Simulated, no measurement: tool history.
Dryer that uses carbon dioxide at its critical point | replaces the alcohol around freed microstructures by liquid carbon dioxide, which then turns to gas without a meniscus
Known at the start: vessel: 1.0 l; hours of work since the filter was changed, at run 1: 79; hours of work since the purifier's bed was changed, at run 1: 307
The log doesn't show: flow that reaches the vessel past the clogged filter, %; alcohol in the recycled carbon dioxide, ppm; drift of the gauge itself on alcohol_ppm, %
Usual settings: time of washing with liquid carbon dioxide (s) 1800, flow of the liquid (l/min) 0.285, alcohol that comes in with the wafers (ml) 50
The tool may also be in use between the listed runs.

run     day  time of washing with liquid carbon dioxide (s)  flow of the liquid (l/min)  alcohol that comes in with the wafers (ml)  hours of work since the filter was changed  hours of work since the purifier's bed was changed  alcohol left in the vessel before it's heated (ppm by volume)
  1   0.000                                            1800                       0.285                                          50                                          79                                                 307                                                             87
  2   0.983                                            1800                       0.258                                          50                                          91                                                 319                                                            134
  3   2.108                                            1800                       0.258                                          50                                         104                                                 332                                                            124
  4   3.383                                            1800                       0.318                                          50                                         119                                                 347                                                             78
  5   4.467                                            1800                       0.318                                          50                                         132                                                 360                                                             94
  6   5.467                                            1800                       0.318                                          50                                         144                                                 372                                                             85
  7   6.142                                            1800                       0.318                                          50                                         153                                                 381                                                             82
  8   7.258                                            1800                       0.318                                          50                                         166                                                 394                                                             78
  9   8.625                                            1800                       0.318                                          50                                         182                                                 410                                                             87
 10   9.425                                            1800                       0.318                                          50                                         192                                                 420                                                             94
 11  10.367                                            1800                       0.318                                          23                                         203                                                 431                                                             79
 12  11.146                                            1800                       0.253                                          50                                         213                                                 441                                                            207
 13  12.379                                            1740                       0.253                                          50                                         227                                                 456                                                            245
 14  13.192                                            1800                       0.422                                          50                                         237                                                 465                                                             84
 15  14.450                                            1800                       0.422                                          50                                         252                                                 480                                                             82
 16  15.171                                            1680                       0.344                                         110                                         261                                                 489                                                            144
 17  15.917                                            1140                       0.343                                          94                                         270                                                 498                                                            679
 18  16.717                                            1800                       0.269                                          50                                         280                                                 508                                                            186
 19  17.292                                            1800                       0.269                                          50                                         286                                                 515                                                            191
 20  18.538                                            1800                       0.269                                          50                                         301                                                 530                                                            195
 21  19.154                                            1800                       0.269                                          50                                         309                                                 537                                                            193
 22  20.142                                            2760                       0.457                                          86                                         321                                                 549                                                             92
 23  20.938                                            1080                       0.457                                          37                                         330                                                 558                                                            158
 24  22.025                                            1140                       0.365                                          72                                         343                                                 571                                                            486
 25  22.754                                            1200                       0.172                                         114                                         352                                                 580                                                           9544
 26  23.400                                            1800                       0.469                                          50                                         360                                                 588                                                             98
     24.383  -- inlet filter changed
 27  24.383                                            2040                       0.336                                          50                                           0                                                 599                                                             97
 28  25.338                                            1800                       0.225                                          85                                          11                                                 611                                                            357

Hidden state at the last listed run before each entry between runs and at the first one after, where it differs:
Between runs 26 and 27: inlet filter changed (day 24.383)
  flow that reaches the vessel past the clogged filter, %: 84.1 -> 99.6; alcohol in the recycled carbon dioxide, ppm: 101.5 -> 103.5
  measured less the result without the state, alcohol left in the vessel before it's heated (ppm by volume): +96 -> +96

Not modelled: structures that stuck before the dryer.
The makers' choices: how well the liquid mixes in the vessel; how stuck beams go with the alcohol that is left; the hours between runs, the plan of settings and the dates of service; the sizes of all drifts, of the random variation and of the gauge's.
